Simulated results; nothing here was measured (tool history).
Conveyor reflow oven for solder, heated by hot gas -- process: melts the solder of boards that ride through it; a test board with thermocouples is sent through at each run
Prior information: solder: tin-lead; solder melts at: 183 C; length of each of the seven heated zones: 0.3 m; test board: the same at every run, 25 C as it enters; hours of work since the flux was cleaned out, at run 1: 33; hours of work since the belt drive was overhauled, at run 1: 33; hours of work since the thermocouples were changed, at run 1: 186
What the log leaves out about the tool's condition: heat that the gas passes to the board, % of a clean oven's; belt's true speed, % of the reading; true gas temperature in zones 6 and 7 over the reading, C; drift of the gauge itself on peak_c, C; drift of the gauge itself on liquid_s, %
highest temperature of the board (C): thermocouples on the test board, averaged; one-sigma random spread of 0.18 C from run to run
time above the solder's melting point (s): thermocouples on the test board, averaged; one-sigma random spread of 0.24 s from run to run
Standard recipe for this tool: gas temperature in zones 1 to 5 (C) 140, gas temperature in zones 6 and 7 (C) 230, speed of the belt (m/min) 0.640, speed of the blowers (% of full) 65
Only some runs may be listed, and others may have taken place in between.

run	day	gas temperature in zones 1 to 5 (C)	gas temperature in zones 6 and 7 (C)	speed of the belt (m/min)	speed of the blowers (% of full)	hours of work since the flux was cleaned out	hours of work since the belt drive was overhauled	hours of work since the thermocouples were changed	highest temperature of the board (C)	time above the solder's melting point (s)
1	0.000	140	230	0.640	65	33	33	186	214.2	40.6
2	1.417	140	230	0.640	65	59	59	211	213.6	40.8
3	2.879	140	233	0.640	65	85	85	237	216.6	42.2
4	4.950	140	233	0.640	65	122	122	274	216.4	41.8
5	5.892	140	230	0.640	84	139	139	291	218.0	43.3
6	7.962	140	230	0.640	84	176	176	329	217.7	43.0
7	9.196	140	230	0.592	65	198	198	351	216.2	45.8
8	10.367	140	230	0.592	65	219	219	372	216.4	45.9
9	11.654	140	236	0.640	65	242	242	395	218.8	43.1
10	13.033	140	236	0.640	65	267	267	420	218.7	43.5
11	14.167	140	234	0.640	65	288	288	440	217.2	42.5
12	15.942	140	230	0.640	65	319	319	472	213.6	40.2
13	18.054	140	230	0.640	65	357	357	510	213.7	40.4
14	19.229	140	230	0.524	65	378	378	531	219.2	54.9
15	20.896	140	230	0.524	65	408	408	561	219.6	55.0
# day 21.558: flux residue cleaned out of gas plates and filters
16	22.662	140	230	0.524	65	20	436	589	221.0	55.9
17	23.679	140	245	0.553	70	38	455	607	234.3	58.9
18	25.125	140	245	0.553	70	64	480	633	234.6	59.4
19	26.212	131	239	0.630	70	84	500	652	223.3	44.9
20	28.038	146	230	0.640	60	116	533	685	214.9	43.2
21	29.125	146	230	0.640	60	136	552	705	215.2	43.2
22	30.358	141	238	0.583	59	158	574	727	223.9	51.3
23	32.412	135	227	0.667	67	195	611	764	210.9	35.8
# day 32.879: thermocouples of zones 6 and 7 changed
24	33.375	143	230	0.639	65	211	627	9	214.4	41.9
25	35.417	136	230	0.640	57	247	664	46	210.3	36.7
26	36.867	136	230	0.640	57	273	690	72	210.4	36.8
27	38.842	132	230	0.640	65	309	725	107	211.6	37.1
28	40.046	132	230	0.640	65	330	747	129	211.3	37.9
29	41.246	132	230	0.640	65	352	768	150	211.6	37.2
30	43.154	132	230	0.640	65	386	803	184	211.5	37.2

Across each entry between runs, compare the hidden state at the last listed run before it with the hidden state at the first listed run after it:
In the gap between runs 15 and 16: flux residue cleaned out of gas plates and filters (day 21.558)
  heat that the gas passes to the board, % of a clean oven's: 91.8 -> 99.1; belt's true speed, % of the reading: 99.28 -> 99.21; true gas temperature in zones 6 and 7 over the reading, C: 1.99 -> 2.07
  measured less the result without the state, highest temperature of the board (C): +0.5 -> +1.9; time above the solder's melting point (s): +0.3 -> +1.5
In the gap between runs 23 and 24: thermocouples of zones 6 and 7 changed (day 32.879)
  heat that the gas passes to the board, % of a clean oven's: 96 -> 95.8; belt's true speed, % of the reading: 98.83 -> 98.79; true gas temperature in zones 6 and 7 over the reading, C: 2.58 -> 0.35
  measured less the result without the state, highest temperature of the board (C): +1.6 -> -0.2; time above the solder's melting point (s): +1.4 -> +0.2
